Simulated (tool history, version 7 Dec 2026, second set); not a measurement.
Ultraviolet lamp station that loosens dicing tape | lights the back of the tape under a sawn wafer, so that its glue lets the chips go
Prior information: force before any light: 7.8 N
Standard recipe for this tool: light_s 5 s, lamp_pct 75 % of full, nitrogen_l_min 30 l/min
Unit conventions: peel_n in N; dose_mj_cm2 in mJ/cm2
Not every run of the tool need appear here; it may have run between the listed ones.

run	hour	light_s	lamp_pct	nitrogen_l_min	peel_n	dose_mj_cm2
1	0	5	75	30	0.631	175
2	8.2	3	75	30	1.587	98
# hour 14.2: window cleaned of glue's vapour
3	16.6	3	75	30	1.397	116
4	21.8	6	75	30	0.317	231
5	29.5	6	75	21	0.402	230
6	34.4	6	75	21	0.395	227
7	44.1	5	75	32	0.494	188
8	48.3	5	75	32	0.481	186
9	56.3	5	75	32	0.496	190
10	63.2	5	75	19	0.687	186
11	69.2	5	75	19	0.684	188
12	77.1	5	75	19	0.654	186
13	85.6	5	75	30	0.521	188
14	92.8	5	75	30	0.546	188
15	102.4	2	75	30	2.513	76
16	106.5	2	75	30	2.553	76
17	111.6	2	75	30	2.493	72
18	117.6	2	75	30	2.459	72
19	122.2	2	75	30	2.536	72
20	130.5	8	75	30	0.175	291
21	135.6	5	61	11	1.449	148
22	140	5	61	26	0.893	149
23	145.2	8	61	27	0.322	236
24	150.8	8	61	27	0.325	236
25	154.9	8	61	27	0.329	237
26	160.9	8	100	36	0.119	389
27	167.4	7	75	30	0.26	250
28	175.5	5	75	15	0.845	181
29	179.8	5	75	15	0.851	179
30	188.9	5	63	24	0.952	152
31	194.1	6	65	28	0.554	187
32	202.9	5	85	30	0.438	204
33	212.7	8	93	16	0.178	355
34	221.3	2	85	30	2.351	80
35	225.4	5	82	45	0.409	191
36	232.7	5	82	45	0.391	191
37	238.8	5	82	45	0.398	191

Selected run-to-run steps in peel_n, each split into two signed amounts: the part the tool would show with no hidden state at all (from settings, incoming material and random variation), and the remainder, which goes to the hidden state together with any gauge scatter not common to the measured and the hidden-state-free results:
Hidden state at play: lamp's light, % of a new lamp's; light that the window lets through, % of a clean one's; drift of the gauge itself on peel_n, %; drift of the gauge itself on dose_mj_cm2, %.
Run 2 -> 3: window cleaned of glue's vapour. peel_n -0.19 N: hidden state -0.227, all else +0.037.
Run 14 -> 15: light_s 5 -> 2. peel_n +1.967 N: hidden state +0.109, all else +1.858.
Run 19 -> 20: light_s 2 -> 8. peel_n -2.361 N: hidden state -0.179, all else -2.182.
Run 33 -> 34: light_s 8 -> 2, lamp_pct 93 -> 85, nitrogen_l_min 16 -> 30. peel_n +2.173 N: hidden state +0.28, all else +1.893.
Run 34 -> 35: light_s 2 -> 5, lamp_pct 85 -> 82, nitrogen_l_min 30 -> 45. peel_n -1.942 N: hidden state -0.212, all else -1.73.
